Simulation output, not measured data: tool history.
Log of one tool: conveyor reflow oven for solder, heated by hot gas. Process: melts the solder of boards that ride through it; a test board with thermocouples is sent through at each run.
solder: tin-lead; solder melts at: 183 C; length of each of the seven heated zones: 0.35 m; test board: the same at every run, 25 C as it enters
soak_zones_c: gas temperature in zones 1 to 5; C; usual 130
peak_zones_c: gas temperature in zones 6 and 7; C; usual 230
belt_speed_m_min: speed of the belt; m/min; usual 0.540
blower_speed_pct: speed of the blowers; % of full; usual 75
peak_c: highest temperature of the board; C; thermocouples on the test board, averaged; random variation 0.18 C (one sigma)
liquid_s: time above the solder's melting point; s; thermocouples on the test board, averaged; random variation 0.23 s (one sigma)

{"run": 1, "hour": 0.0, "soak_zones_c": 130, "peak_zones_c": 230, "belt_speed_m_min": 0.54, "blower_speed_pct": 75, "peak_c": 207.5, "liquid_s": 45.5}
{"run": 2, "hour": 20.7, "soak_zones_c": 130, "peak_zones_c": 230, "belt_speed_m_min": 0.54, "blower_speed_pct": 75, "peak_c": 207.1, "liquid_s": 45.5}
{"run": 3, "hour": 49.9, "soak_zones_c": 130, "peak_zones_c": 230, "belt_speed_m_min": 0.54, "blower_speed_pct": 75, "peak_c": 206.7, "liquid_s": 45.2}
{"run": 4, "hour": 77.1, "soak_zones_c": 130, "peak_zones_c": 230, "belt_speed_m_min": 0.54, "blower_speed_pct": 75, "peak_c": 207.0, "liquid_s": 45.1}
{"run": 5, "hour": 93.9, "soak_zones_c": 134, "peak_zones_c": 230, "belt_speed_m_min": 0.54, "blower_speed_pct": 75, "peak_c": 207.7, "liquid_s": 47.0}
{"run": 6, "hour": 129.0, "soak_zones_c": 134, "peak_zones_c": 230, "belt_speed_m_min": 0.54, "blower_speed_pct": 75, "peak_c": 207.6, "liquid_s": 46.8}
{"run": 7, "hour": 160.5, "soak_zones_c": 134, "peak_zones_c": 230, "belt_speed_m_min": 0.54, "blower_speed_pct": 75, "peak_c": 207.6, "liquid_s": 47.2}
{"run": 8, "hour": 189.6, "soak_zones_c": 134, "peak_zones_c": 230, "belt_speed_m_min": 0.54, "blower_speed_pct": 75, "peak_c": 206.7, "liquid_s": 46.9}
{"hour": 200.1, "done": "flux residue cleaned out of gas plates and filters"}
{"run": 9, "hour": 229.0, "soak_zones_c": 130, "peak_zones_c": 230, "belt_speed_m_min": 0.54, "blower_speed_pct": 75, "peak_c": 204.5, "liquid_s": 41.5}
{"run": 10, "hour": 264.3, "soak_zones_c": 130, "peak_zones_c": 230, "belt_speed_m_min": 0.54, "blower_speed_pct": 75, "peak_c": 204.2, "liquid_s": 41.1}
{"run": 11, "hour": 288.1, "soak_zones_c": 130, "peak_zones_c": 230, "belt_speed_m_min": 0.54, "blower_speed_pct": 75, "peak_c": 204.1, "liquid_s": 40.9}
{"run": 12, "hour": 327.9, "soak_zones_c": 130, "peak_zones_c": 230, "belt_speed_m_min": 0.54, "blower_speed_pct": 75, "peak_c": 203.8, "liquid_s": 40.7}
{"run": 13, "hour": 364.7, "soak_zones_c": 130, "peak_zones_c": 244, "belt_speed_m_min": 0.551, "blower_speed_pct": 75, "peak_c": 213.4, "liquid_s": 50.1}
{"hour": 386.5, "done": "belt drive overhauled, speed set with a stopwatch"}
{"run": 14, "hour": 396.1, "soak_zones_c": 130, "peak_zones_c": 244, "belt_speed_m_min": 0.551, "blower_speed_pct": 75, "peak_c": 212.4, "liquid_s": 47.4}
{"hour": 424.9, "done": "flux residue cleaned out of gas plates and filters, once more"}
{"run": 15, "hour": 430.7, "soak_zones_c": 130, "peak_zones_c": 244, "belt_speed_m_min": 0.551, "blower_speed_pct": 75, "peak_c": 218.8, "liquid_s": 54.0}
{"run": 16, "hour": 457.0, "soak_zones_c": 130, "peak_zones_c": 244, "belt_speed_m_min": 0.551, "blower_speed_pct": 78, "peak_c": 219.7, "liquid_s": 55.2}
{"run": 17, "hour": 496.9, "soak_zones_c": 140, "peak_zones_c": 230, "belt_speed_m_min": 0.54, "blower_speed_pct": 75, "peak_c": 210.3, "liquid_s": 51.1}
{"run": 18, "hour": 530.7, "soak_zones_c": 140, "peak_zones_c": 230, "belt_speed_m_min": 0.54, "blower_speed_pct": 75, "peak_c": 209.7, "liquid_s": 51.0}
{"run": 19, "hour": 565.8, "soak_zones_c": 130, "peak_zones_c": 230, "belt_speed_m_min": 0.632, "blower_speed_pct": 81, "peak_c": 203.5, "liquid_s": 33.7}
{"run": 20, "hour": 603.1, "soak_zones_c": 130, "peak_zones_c": 230, "belt_speed_m_min": 0.632, "blower_speed_pct": 81, "peak_c": 202.8, "liquid_s": 32.5}
{"run": 21, "hour": 629.4, "soak_zones_c": 130, "peak_zones_c": 230, "belt_speed_m_min": 0.632, "blower_speed_pct": 81, "peak_c": 202.6, "liquid_s": 33.0}
{"run": 22, "hour": 648.6, "soak_zones_c": 117, "peak_zones_c": 230, "belt_speed_m_min": 0.54, "blower_speed_pct": 83, "peak_c": 206.7, "liquid_s": 41.0}
{"run": 23, "hour": 677.6, "soak_zones_c": 129, "peak_zones_c": 226, "belt_speed_m_min": 0.624, "blower_speed_pct": 75, "peak_c": 197.4, "liquid_s": 26.3}

Forecast each of these 5 alternatives for the next run:
{"run": "A", "hour": 712.9, "soak_zones_c": 118, "peak_zones_c": 226, "belt_speed_m_min": 0.624, "blower_speed_pct": 85, "peak_c": "?", "liquid_s": "?"}
{"run": "B", "hour": 712.9, "soak_zones_c": 129, "peak_zones_c": 234, "belt_speed_m_min": 0.649, "blower_speed_pct": 71, "peak_c": "?", "liquid_s": "?"}
{"run": "C", "hour": 712.9, "soak_zones_c": 130, "peak_zones_c": 231, "belt_speed_m_min": 0.54, "blower_speed_pct": 75, "peak_c": "?", "liquid_s": "?"}
{"run": "D", "hour": 712.9, "soak_zones_c": 141, "peak_zones_c": 240, "belt_speed_m_min": 0.624, "blower_speed_pct": 69, "peak_c": "?", "liquid_s": "?"}
{"run": "E", "hour": 712.9, "soak_zones_c": 135, "peak_zones_c": 238, "belt_speed_m_min": 0.624, "blower_speed_pct": 75, "peak_c": "?", "liquid_s": "?"}

run=A peak_c=198.1 liquid_s=25.3
run=B peak_c=199.6 liquid_s=27.2
run=C peak_c=207.4 liquid_s=44.4
run=D peak_c=208.5 liquid_s=41.8
run=E peak_c=207.7 liquid_s=39.7
Without the tool's hidden state the same runs would have given:
run=A peak_c=199.8 liquid_s=27.7
run=B peak_c=201.1 liquid_s=29.2
run=C peak_c=208.5 liquid_s=45.9
run=D peak_c=209.8 liquid_s=43.2
run=E peak_c=209.1 liquid_s=41.3
